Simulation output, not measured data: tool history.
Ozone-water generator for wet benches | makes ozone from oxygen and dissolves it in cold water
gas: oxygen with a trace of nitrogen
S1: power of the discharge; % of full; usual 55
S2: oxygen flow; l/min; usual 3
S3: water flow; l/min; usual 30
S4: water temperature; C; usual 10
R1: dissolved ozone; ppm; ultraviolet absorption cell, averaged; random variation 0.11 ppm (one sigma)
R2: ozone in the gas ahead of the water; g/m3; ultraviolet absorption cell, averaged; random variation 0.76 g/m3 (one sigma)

Run 1, hour 0: usual settings. Result: R1 6.2 ppm, R2 107.9 g/m3.
Run 2, hour 51.4: usual settings. Result: R1 6.1 ppm, R2 105.9 g/m3.
Run 3, hour 99.4: usual settings. Result: R1 6.1 ppm, R2 106.8 g/m3.
Run 4, hour 127.9: usual settings. Result: R1 6.1 ppm, R2 107.6 g/m3.
Run 5, hour 166.5: usual settings but S2 2.16 l/min. Result: R1 5.5 ppm, R2 125.3 g/m3.
Run 6, hour 198: usual settings but S2 1.81 l/min. Result: R1 5.3 ppm, R2 137.1 g/m3.
Run 7, hour 238.2: usual settings but S2 1.81 l/min. Result: R1 5.1 ppm, R2 136.6 g/m3.
Run 8, hour 277.3: usual settings. Result: R1 6 ppm, R2 105.2 g/m3.
Run 9, hour 301.1: usual settings. Result: R1 6.1 ppm, R2 106.5 g/m3.
Run 10, hour 347.8: usual settings. Result: R1 6.1 ppm, R2 105.3 g/m3.
Run 11, hour 389: usual settings. Result: R1 6.2 ppm, R2 106.3 g/m3.
Run 12, hour 415.4: usual settings. Result: R1 6.1 ppm, R2 104.6 g/m3.
Run 13, hour 445.5: usual settings. Result: R1 6.2 ppm, R2 104.5 g/m3.
Run 14, hour 483.2: usual settings. Result: R1 6.1 ppm, R2 105.3 g/m3.
Run 15, hour 528: usual settings but S1 60 % of full. Result: R1 6.6 ppm, R2 113.8 g/m3.
Run 16, hour 564.8: usual settings but S1 60 % of full. Result: R1 6.3 ppm, R2 112.2 g/m3.
Run 17, hour 589.9: usual settings but S1 60 % of full. Result: R1 6.4 ppm, R2 111.1 g/m3.
Run 18, hour 633.7: usual settings but S2 2.82 l/min, S3 26 l/min. Result: R1 6.5 ppm, R2 106.5 g/m3.
Run 19, hour 670.5: usual settings but S2 5.31 l/min, S3 32 l/min. Result: R1 6.6 ppm, R2 77.4 g/m3.
Run 20, hour 699.1: usual settings but S2 5.31 l/min, S3 32 l/min. Result: R1 6.6 ppm, R2 79.6 g/m3.
Run 21, hour 744: usual settings but S2 4.35 l/min, S4 6 C. Result: R1 6.9 ppm, R2 86.3 g/m3.
Run 22, hour 788.7: usual settings but S1 71 % of full, S4 7 C. Result: R1 7.4 ppm, R2 127 g/m3.
Run 23, hour 836.7: usual settings but S1 45 % of full, S3 39 l/min. Result: R1 3.9 ppm, R2 86.6 g/m3.
Run 24, hour 871.1: usual settings but S1 45 % of full, S3 39 l/min. Result: R1 4 ppm, R2 87.3 g/m3.
Run 25, hour 920.2: usual settings but S4 17 C. Result: R1 5.6 ppm, R2 102.3 g/m3.
Run 26, hour 956.2: usual settings but S1 54 % of full, S3 23 l/min, S4 17 C. Result: R1 6.9 ppm, R2 102.6 g/m3.
Run 27, hour 990.7: usual settings but S1 54 % of full, S3 23 l/min. Result: R1 7.6 ppm, R2 99.7 g/m3.
Run 28, hour 1042: usual settings but S2 3.5 l/min. Result: R1 6.2 ppm, R2 94.8 g/m3.
At hour 1057.9: water thermometer calibrated.
Run 29, hour 1071.2: usual settings but S2 3.89 l/min, S3 22 l/min, S4 6 C. Result: R1 8.6 ppm, R2 88.9 g/m3.
At hour 1083.4: contactor cleaned.
Run 30, hour 1102: usual settings but S2 3.89 l/min, S3 22 l/min, S4 6 C. Result: R1 8.7 ppm, R2 88.6 g/m3.
Run 31, hour 1136.8: usual settings but S1 56 % of full, S2 3.13 l/min, S3 22 l/min, S4 15 C. Result: R1 7.8 ppm, R2 99.7 g/m3.
Run 32, hour 1176.7: usual settings but S1 45 % of full, S3 47 l/min, S4 14 C. Result: R1 3 ppm, R2 87.1 g/m3.
Run 33, hour 1214.7: usual settings but S1 47 % of full, S2 4.4 l/min, S3 29 l/min, S4 12 C. Result: R1 5.9 ppm, R2 73.1 g/m3.

Forecast each of these 4 alternatives for the next run:
Run A, hour 1244.6: usual settings but S1 47 % of full, S2 4.4 l/min, S3 28 l/min, S4 6 C. Result: R1 ?, R2 ?.
Run B, hour 1244.6: usual settings but S1 47 % of full, S2 2.08 l/min, S3 29 l/min, S4 12 C. Result: R1 ?, R2 ?.
Run C, hour 1244.6: usual settings but S2 1.95 l/min, S3 32 l/min, S4 13 C. Result: R1 ?, R2 ?.
Run D, hour 1244.6: usual settings but S1 47 % of full, S2 3.63 l/min, S3 29 l/min, S4 12 C. Result: R1 ?, R2 ?.

run   R1     R2
  A  6.4   73.8
  B  4.8  107.7
  C  4.7  124.5
  D  5.5   81.1
Without the tool's hidden state the same runs would have given:
run   R1     R2
  A  7.1     81
  B  5.3  118.1
  C  5.3  139.3
  D  6.1   89.1

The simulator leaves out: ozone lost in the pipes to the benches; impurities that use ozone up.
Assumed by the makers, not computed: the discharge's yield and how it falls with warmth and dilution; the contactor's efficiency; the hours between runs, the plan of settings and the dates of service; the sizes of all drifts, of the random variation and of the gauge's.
